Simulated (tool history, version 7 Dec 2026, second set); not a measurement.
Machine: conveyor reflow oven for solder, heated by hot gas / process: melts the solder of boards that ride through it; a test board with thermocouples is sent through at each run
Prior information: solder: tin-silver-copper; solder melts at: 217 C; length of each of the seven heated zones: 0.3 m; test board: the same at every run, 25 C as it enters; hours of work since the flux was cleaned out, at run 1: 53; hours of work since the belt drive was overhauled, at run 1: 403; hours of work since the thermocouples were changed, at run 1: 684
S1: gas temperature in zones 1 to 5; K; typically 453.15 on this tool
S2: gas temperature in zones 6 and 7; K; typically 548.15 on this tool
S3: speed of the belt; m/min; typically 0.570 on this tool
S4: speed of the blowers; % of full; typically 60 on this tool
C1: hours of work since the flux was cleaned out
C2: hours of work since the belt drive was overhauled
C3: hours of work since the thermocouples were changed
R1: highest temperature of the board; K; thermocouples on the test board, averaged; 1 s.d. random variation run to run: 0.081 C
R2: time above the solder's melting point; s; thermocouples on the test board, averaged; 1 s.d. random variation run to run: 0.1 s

run   hour      S1      S2     S3  S4   C1   C2   C3      R1    R2
  1    0.0  453.15  548.15  0.570  60   53  403  684  531.53  52.5
  2    5.7  453.15  548.15  0.570  60   58  407  689  531.40  52.4
  3   12.7  453.15  548.15  0.615  60   63  413  694  528.52  46.8
  4   23.3  453.15  548.15  0.570  60   71  421  702  531.50  52.5
  5   35.1  453.15  548.15  0.570  60   80  430  711  531.44  52.5
  6   41.2  453.15  548.15  0.570  60   85  435  716  531.58  52.3
  7   54.5  453.15  548.15  0.570  60   95  445  726  531.31  52.4
  8   67.9  453.15  548.15  0.570  60  105  455  736  531.51  52.4
  9   74.5  453.15  548.15  0.570  60  110  460  741  531.44  52.5
 10   81.1  453.15  554.15  0.570  60  116  465  746  536.43  54.9
 11   94.5  453.15  554.15  0.570  60  126  476  757  536.51  55.0
 12  107.7  453.15  554.15  0.570  60  136  486  767  536.42  54.8
 13  120.6  453.15  548.15  0.570  60  146  496  777  531.26  52.1
 14  127.7  453.15  548.15  0.570  60  151  501  782  531.32  52.3
 15  136.1  453.15  548.15  0.570  60  158  507  789  531.27  52.4
 16  147.0  453.15  561.15  0.590  72  166  516  797  543.57  56.3
 17  156.2  445.15  543.15  0.505  85  173  523  804  533.27  59.0
 18  166.8  458.15  563.15  0.505  85  181  531  812  553.38  70.6
 19  172.8  447.15  541.15  0.638  73  186  536  817  522.29  40.1
 20  186.2  447.15  541.15  0.638  73  196  546  827  522.28  40.1
 21  197.7  447.15  560.15  0.464  70  205  555  836  549.58  72.6
 22  210.6  465.15  560.15  0.599  70  215  565  846  544.09  59.1
 23  217.5  465.15  560.15  0.599  70  220  570  851  543.95  59.1
 24  227.4  465.15  560.15  0.599  70  228  577  859  544.00  59.0
 25  238.5  455.15  548.15  0.570  60  236  586  867  531.46  53.2
 26  248.6  455.15  548.15  0.570  60  244  594  875  531.58  53.1
 27  260.8  462.15  558.15  0.570  88  253  603  884  545.81  61.9
 28  271.7  462.15  558.15  0.570  88  262  611  893  545.67  61.9
 29  284.0  453.15  548.15  0.570  60  271  621  902  531.12  52.3
 30  290.4  453.15  538.15  0.499  60  276  626  907  526.54  58.0

Each row is a separate what-if for the run after 30, all from the same tool condition, not one after another. Results?
  A  296.4  453.15  548.15  0.570  60  281  630  911   ?   ?
  B  296.4  450.15  552.15  0.666  60  281  630  911   ?   ?
  C  296.4  453.15  538.15  0.547  60  281  630  911   ?   ?
  D  296.4  459.15  559.15  0.499  85  281  630  911   ?   ?
  E  296.4  440.15  548.15  0.570  60  281  630  911   ?   ?

run      R1    R2
  A  530.92  52.3
  B  527.26  41.3
  C  523.76  50.3
  D  549.83  71.3
  E  528.21  46.7
With no hidden state in the tool, these same runs would have given:
run      R1    R2
  A  530.17  51.3
  B  526.89  40.7
  C  522.90  49.3
  D  548.93  69.9
  E  527.58  45.8
